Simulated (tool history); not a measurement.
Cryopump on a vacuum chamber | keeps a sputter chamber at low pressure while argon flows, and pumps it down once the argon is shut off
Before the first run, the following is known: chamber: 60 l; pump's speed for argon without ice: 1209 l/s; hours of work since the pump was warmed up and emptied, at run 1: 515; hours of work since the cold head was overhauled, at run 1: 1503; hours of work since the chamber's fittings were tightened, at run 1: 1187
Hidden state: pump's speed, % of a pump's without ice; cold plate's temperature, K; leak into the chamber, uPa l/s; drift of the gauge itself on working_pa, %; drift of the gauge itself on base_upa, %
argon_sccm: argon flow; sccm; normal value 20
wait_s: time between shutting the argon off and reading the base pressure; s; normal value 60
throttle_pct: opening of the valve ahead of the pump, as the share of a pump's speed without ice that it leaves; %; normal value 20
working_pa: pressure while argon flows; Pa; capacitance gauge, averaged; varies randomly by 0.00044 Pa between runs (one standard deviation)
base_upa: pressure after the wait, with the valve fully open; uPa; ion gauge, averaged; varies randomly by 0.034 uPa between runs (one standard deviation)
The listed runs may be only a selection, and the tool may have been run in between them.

run	hour	argon_sccm	wait_s	throttle_pct	hours of work since the pump was warmed up and emptied	hours of work since the cold head was overhauled	hours of work since the chamber's fittings were tightened	working_pa	base_upa
1	0.0	20	60	20	515	1503	1187	0.1445	3.95
2	44.6	20	60	20	541	1529	1213	0.1441	3.99
3	93.0	20	60	20	569	1557	1241	0.1449	3.99
4	148.3	20	300	20	601	1589	1273	0.1454	2.88
5	203.0	20	300	20	633	1621	1305	0.1459	2.96
6	242.3	20	300	20	656	1644	1328	0.1449	2.92
7	280.3	20	60	20	678	1666	1350	0.1451	4.32
8	307.0	20	60	20	694	1681	1365	0.1464	4.38
9	358.4	20	60	20	723	1711	1395	0.1465	4.52
10	403.9	20	60	20	750	1738	1422	0.1466	4.46
11	448.2	18	60	20	776	1763	1447	0.1326	4.47
12	513.3	20	60	20	813	1801	1485	0.1475	4.62
13	559.5	20	60	20	840	1828	1512	0.1484	4.93
14	619.6	20	60	20	875	1863	1547	0.1486	4.82
15	654.0	20	60	20	895	1883	1567	0.1478	4.89
16	708.6	20	60	20	927	1915	1599	0.1481	5.03
# hour 768.4: pump warmed up, emptied and cooled again
17	774.1	20	60	40	3	1950	1634	0.0704	4.34
18	826.0	34	142	40	33	1980	1664	0.1204	3.48
# hour 876.9: leaking fittings of the chamber tightened, without venting
19	879.9	34	142	40	64	2010	2	0.1203	0.97
20	941.5	12	32	16	99	2046	37	0.1052	3.37
21	1001.6	24	60	20	134	2081	72	0.1695	1.96
22	1067.0	20	60	17	172	2119	110	0.1657	2.02
23	1095.4	24	236	36	189	2135	127	0.0958	0.87
24	1161.2	13	157	56	227	2173	165	0.0342	1.17
25	1226.0	16	60	32	264	2211	203	0.0716	2.21
26	1271.8	20	191	32	291	2237	229	0.0899	1.14
27	1327.7	20	191	32	324	2270	262	0.0907	1.14
28	1362.2	20	191	32	344	2290	282	0.0908	1.23
29	1394.3	21	21	33	362	2309	300	0.0926	5.39
30	1422.3	21	21	33	378	2325	317	0.0925	5.44
31	1479.7	40	146	21	412	2358	350	0.2720	1.51
32	1517.2	8	200	58	434	2380	372	0.0205	1.35
33	1578.1	11	221	58	469	2415	407	0.0286	1.42
34	1607.9	11	221	58	486	2433	424	0.0288	1.45

Selected run-to-run steps in working_pa, each split into two signed amounts: the part the tool would show with no hidden state at all (from settings, incoming material and random variation), and the remainder, which goes to the hidden state together with any gauge scatter not common to the measured and the hidden-state-free results:
Run 16 -> 17: throttle_pct 20 -> 40, pump warmed up, emptied and cooled again. working_pa -0.0777 Pa: hidden state -0.0082, all else -0.0695.
Run 30 -> 31: argon_sccm 21 -> 40, wait_s 21 -> 146, throttle_pct 33 -> 21. working_pa +0.1795 Pa: hidden state +0.0038, all else +0.1757.
Run 31 -> 32: argon_sccm 40 -> 8, wait_s 146 -> 200, throttle_pct 21 -> 58. working_pa -0.2515 Pa: hidden state -0.0059, all else -0.2456.

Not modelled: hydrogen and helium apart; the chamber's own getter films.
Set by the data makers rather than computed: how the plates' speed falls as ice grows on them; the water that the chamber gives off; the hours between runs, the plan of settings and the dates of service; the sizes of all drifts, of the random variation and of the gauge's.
